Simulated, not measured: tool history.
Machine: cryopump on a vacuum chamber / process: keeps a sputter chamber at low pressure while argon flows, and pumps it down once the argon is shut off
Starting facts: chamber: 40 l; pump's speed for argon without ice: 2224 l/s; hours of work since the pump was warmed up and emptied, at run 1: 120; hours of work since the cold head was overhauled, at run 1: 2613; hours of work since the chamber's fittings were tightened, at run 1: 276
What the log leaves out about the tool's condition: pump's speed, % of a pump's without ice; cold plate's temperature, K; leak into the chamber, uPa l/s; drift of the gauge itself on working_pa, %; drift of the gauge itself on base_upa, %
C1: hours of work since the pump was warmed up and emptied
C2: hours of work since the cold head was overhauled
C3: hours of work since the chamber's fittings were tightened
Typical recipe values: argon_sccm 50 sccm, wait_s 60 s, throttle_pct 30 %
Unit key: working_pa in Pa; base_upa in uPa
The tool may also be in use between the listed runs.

Run 1, hour 0: usual settings; C1 120; C2 2613; C3 276. Result: working_pa 0.1333 Pa, base_upa 0.73 uPa.
Run 2, hour 58.5: usual settings; C1 152; C2 2645; C3 308. Result: working_pa 0.1353 Pa, base_upa 0.81 uPa.
Run 3, hour 176.1: usual settings; C1 216; C2 2710; C3 372. Result: working_pa 0.1379 Pa, base_upa 0.9 uPa.
Run 4, hour 235.7: usual settings but argon_sccm 26 sccm; C1 249; C2 2742; C3 405. Result: working_pa 0.0723 Pa, base_upa 0.96 uPa.
Run 5, hour 313.5: usual settings but argon_sccm 26 sccm, wait_s 32 s; C1 291; C2 2785; C3 448. Result: working_pa 0.0733 Pa, base_upa 1.35 uPa.
At hour 360.2: pump warmed up, emptied and cooled again.
Run 6, hour 442.6: usual settings but argon_sccm 26 sccm, wait_s 32 s; C1 45; C2 2853; C3 516. Result: working_pa 0.0673 Pa, base_upa 1.25 uPa.
Run 7, hour 523.4: usual settings but argon_sccm 26 sccm, wait_s 32 s; C1 89; C2 2897; C3 560. Result: working_pa 0.0683 Pa, base_upa 1.3 uPa.
Run 8, hour 583: usual settings but argon_sccm 26 sccm, wait_s 32 s; C1 122; C2 2930; C3 592. Result: working_pa 0.0686 Pa, base_upa 1.29 uPa.
Run 9, hour 683.8: usual settings but argon_sccm 26 sccm, wait_s 32 s; C1 177; C2 2985; C3 648. Result: working_pa 0.0701 Pa, base_upa 1.36 uPa.
Run 10, hour 753.1: usual settings but argon_sccm 41 sccm, wait_s 32 s; C1 215; C2 3023; C3 685. Result: working_pa 0.1136 Pa, base_upa 1.6 uPa.
Run 11, hour 826.6: usual settings but argon_sccm 33 sccm; C1 255; C2 3063; C3 726. Result: working_pa 0.0922 Pa, base_upa 1.21 uPa.
Run 12, hour 881: usual settings but argon_sccm 33 sccm; C1 285; C2 3093; C3 755. Result: working_pa 0.0939 Pa, base_upa 1.24 uPa.
At hour 945.2: pump warmed up, emptied and cooled again.
Run 13, hour 956.2: usual settings but argon_sccm 31 sccm; C1 6; C2 3131; C3 794. Result: working_pa 0.079 Pa, base_upa 1.09 uPa.
Run 14, hour 1016.1: usual settings but argon_sccm 31 sccm; C1 39; C2 3164; C3 827. Result: working_pa 0.081 Pa, base_upa 1.11 uPa.
Run 15, hour 1080.3: usual settings but argon_sccm 73 sccm; C1 74; C2 3199; C3 862. Result: working_pa 0.1898 Pa, base_upa 1.16 uPa.
Run 16, hour 1153.2: usual settings but argon_sccm 73 sccm, wait_s 24 s; C1 114; C2 3239; C3 902. Result: working_pa 0.1943 Pa, base_upa 1.81 uPa.
Run 17, hour 1255.5: usual settings but argon_sccm 73 sccm, wait_s 24 s; C1 170; C2 3295; C3 958. Result: working_pa 0.1976 Pa, base_upa 1.91 uPa.
Run 18, hour 1382.8: usual settings but argon_sccm 64 sccm, wait_s 171 s, throttle_pct 35 %; C1 240; C2 3365; C3 1027. Result: working_pa 0.1582 Pa, base_upa 1.17 uPa.
Run 19, hour 1499.1: usual settings but argon_sccm 49 sccm, wait_s 138 s; C1 303; C2 3428; C3 1091. Result: working_pa 0.1416 Pa, base_upa 1.38 uPa.
At hour 1522.5: pump warmed up, emptied and cooled again.
Run 20, hour 1604.5: usual settings but argon_sccm 49 sccm, wait_s 138 s; C1 45; C2 3483; C3 1146. Result: working_pa 0.1279 Pa, base_upa 1.13 uPa.
Run 21, hour 1725: usual settings but argon_sccm 49 sccm, wait_s 138 s; C1 111; C2 3549; C3 1212. Result: working_pa 0.1296 Pa, base_upa 1.18 uPa.
Run 22, hour 1780.3: usual settings but wait_s 208 s, throttle_pct 34 %; C1 141; C2 3580; C3 1242. Result: working_pa 0.1185 Pa, base_upa 1.2 uPa.
Run 23, hour 1841.4: usual settings but wait_s 208 s, throttle_pct 34 %; C1 175; C2 3613; C3 1276. Result: working_pa 0.1214 Pa, base_upa 1.33 uPa.
Run 24, hour 1949.7: usual settings but argon_sccm 81 sccm, throttle_pct 43 %; C1 234; C2 3672; C3 1335. Result: working_pa 0.1634 Pa, base_upa 1.67 uPa.
Run 25, hour 2038.1: usual settings but argon_sccm 81 sccm, throttle_pct 43 %; C1 282; C2 3721; C3 1383. Result: working_pa 0.1678 Pa, base_upa 1.81 uPa.
At hour 2102.7: pump warmed up, emptied and cooled again.
Run 26, hour 2152.1: usual settings but argon_sccm 81 sccm, throttle_pct 43 %; C1 27; C2 3780; C3 1443. Result: working_pa 0.1467 Pa, base_upa 1.5 uPa.
Run 27, hour 2249.6: usual settings but argon_sccm 81 sccm, throttle_pct 43 %; C1 80; C2 3834; C3 1496. Result: working_pa 0.152 Pa, base_upa 1.61 uPa.
Run 28, hour 2331.5: usual settings but argon_sccm 21 sccm, wait_s 21 s; C1 125; C2 3878; C3 1541. Result: working_pa 0.0558 Pa, base_upa 2.41 uPa.
Run 29, hour 2390: usual settings but argon_sccm 40 sccm, wait_s 32 s; C1 157; C2 3911; C3 1573. Result: working_pa 0.1077 Pa, base_upa 2.13 uPa.
Run 30, hour 2515.4: usual settings but argon_sccm 90 sccm, wait_s 140 s; C1 226; C2 3979; C3 1642. Result: working_pa 0.2507 Pa, base_upa 1.78 uPa.
At hour 2544.2: leaking fittings of the chamber tightened, without venting.
Run 31, hour 2643.8: usual settings but throttle_pct 51 %; C1 295; C2 4048; C3 54. Result: working_pa 0.0921 Pa, base_upa 0.63 uPa.
At hour 2682.7: pump warmed up, emptied and cooled again.
Run 32, hour 2733.3: usual settings but throttle_pct 51 %; C1 28; C2 4095; C3 101. Result: working_pa 0.077 Pa, base_upa 0.63 uPa.
Run 33, hour 2818.1: usual settings but throttle_pct 51 %; C1 74; C2 4141; C3 147. Result: working_pa 0.0786 Pa, base_upa 0.64 uPa.

Consider 4 possible next runs. They are alternatives, not a sequence: every one starts from the tool as it was left by run 33. What does each give?
Run A, hour 2886.2: usual settings but argon_sccm 30 sccm, wait_s 115 s, throttle_pct 22 %; C1 111; C2 4178; C3 184. Result: working_pa ?, base_upa ?.
Run B, hour 2886.2: usual settings but argon_sccm 71 sccm, wait_s 185 s; C1 111; C2 4178; C3 184. Result: working_pa ?, base_upa ?.
Run C, hour 2886.2: usual settings but throttle_pct 15 %; C1 111; C2 4178; C3 184. Result: working_pa ?, base_upa ?.
Run D, hour 2886.2: usual settings but wait_s 290 s, throttle_pct 51 %; C1 111; C2 4178; C3 184. Result: working_pa ?, base_upa ?.

run  working_pa  base_upa
  A      0.1067       0.5
  B       0.189      0.45
  C      0.2599      0.69
  D      0.0808       0.4
What these runs would have given with no unlogged condition in the tool:
run  working_pa  base_upa
  A      0.1031      0.34
  B      0.1803      0.29
  C      0.2538      0.52
  D      0.0746      0.24
